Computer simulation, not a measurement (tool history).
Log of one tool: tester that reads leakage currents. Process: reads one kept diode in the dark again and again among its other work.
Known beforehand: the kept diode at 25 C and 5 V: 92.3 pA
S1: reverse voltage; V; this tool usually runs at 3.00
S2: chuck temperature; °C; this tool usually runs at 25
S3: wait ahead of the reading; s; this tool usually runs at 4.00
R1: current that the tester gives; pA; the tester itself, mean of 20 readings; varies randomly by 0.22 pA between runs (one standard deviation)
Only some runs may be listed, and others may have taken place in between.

run 1 hour=0.0 | S1=3.00 S2=25 S3=4.00 | R1=75.38
run 2 hour=45.7 | S1=3.00 S2=25 S3=4.00 | R1=75.44
run 3 hour=84.9 | S1=3.00 S2=25 S3=4.00 | R1=75.66
run 4 hour=125.8 | S1=3.00 S2=25 S3=1.34 | R1=75.83
run 5 hour=153.0 | S1=3.00 S2=25 S3=1.34 | R1=76.82
run 6 hour=202.2 | S1=3.85 S2=25 S3=1.34 | R1=87.22
run 7 hour=227.5 | S1=4.46 S2=25 S3=1.34 | R1=93.35
run 8 hour=261.5 | S1=4.46 S2=25 S3=1.34 | R1=94.57
run 9 hour=321.3 | S1=4.46 S2=25 S3=1.34 | R1=94.34
run 10 hour=370.8 | S1=4.46 S2=25 S3=1.34 | R1=95.08
run 11 hour=422.7 | S1=4.46 S2=25 S3=1.34 | R1=94.88
run 12 hour=476.7 | S1=3.00 S2=25 S3=4.85 | R1=77.37
-- hour=482.8 probe card cleaned and baked
run 13 hour=521.9 | S1=3.00 S2=25 S3=4.85 | R1=77.89
run 14 hour=579.0 | S1=3.00 S2=25 S3=4.85 | R1=78.66
-- hour=606.5 probe card cleaned and baked, once more
run 15 hour=616.8 | S1=3.00 S2=25 S3=1.55 | R1=75.83
run 16 hour=664.1 | S1=16.70 S2=25 S3=1.55 | R1=178.63
run 17 hour=693.0 | S1=16.70 S2=25 S3=1.55 | R1=178.11
run 18 hour=727.3 | S1=16.70 S2=25 S3=2.44 | R1=177.52
run 19 hour=788.2 | S1=16.70 S2=25 S3=2.44 | R1=179.38
run 20 hour=826.3 | S1=16.70 S2=21 S3=2.44 | R1=131.43
run 21 hour=862.3 | S1=4.70 S2=36 S3=3.20 | R1=220.08
run 22 hour=906.6 | S1=2.26 S2=25 S3=0.50 | R1=68.65
run 23 hour=949.2 | S1=2.26 S2=25 S3=0.50 | R1=68.65
run 24 hour=1001.3 | S1=7.40 S2=31 S3=1.32 | R1=192.39
run 25 hour=1062.8 | S1=2.79 S2=48 S3=2.48 | R1=400.40
run 26 hour=1102.0 | S1=3.00 S2=28 S3=4.00 | R1=98.60
run 27 hour=1155.4 | S1=3.00 S2=28 S3=4.00 | R1=99.20
run 28 hour=1195.5 | S1=3.00 S2=28 S3=4.00 | R1=98.96
-- hour=1209.4 chuck's temperature calibrated
run 29 hour=1259.2 | S1=3.00 S2=28 S3=4.00 | R1=92.11
run 30 hour=1289.5 | S1=9.23 S2=52 S3=2.96 | R1=883.87
run 31 hour=1342.1 | S1=9.23 S2=52 S3=2.96 | R1=886.18
run 32 hour=1382.4 | S1=3.00 S2=45 S3=4.11 | R1=322.92
run 33 hour=1427.2 | S1=3.00 S2=45 S3=4.11 | R1=321.49
run 34 hour=1470.4 | S1=3.00 S2=45 S3=4.11 | R1=321.83
run 35 hour=1521.1 | S1=9.18 S2=30 S3=9.59 | R1=188.47
run 36 hour=1575.8 | S1=9.13 S2=39 S3=0.42 | R1=369.30
run 37 hour=1610.6 | S1=9.71 S2=33 S3=9.44 | R1=245.01
run 38 hour=1671.2 | S1=3.00 S2=21 S3=0.44 | R1=56.33
run 39 hour=1700.5 | S1=7.19 S2=33 S3=0.38 | R1=216.09

Predict each of these 3 candidate next runs independently; none follows another, all start after run 39:
run A hour=1747.8 | S1=7.19 S2=30 S3=0.38 | R1=?
run B hour=1747.8 | S1=3.45 S2=25 S3=2.52 | R1=?
run C hour=1747.8 | S1=8.27 S2=42 S3=4.00 | R1=?

run=A R1=175.12
run=B R1=81.42
run=C R1=434.93
What these runs would have given with no unlogged condition in the tool:
run=A R1=167.82
run=B R1=77.90
run=C R1=419.75
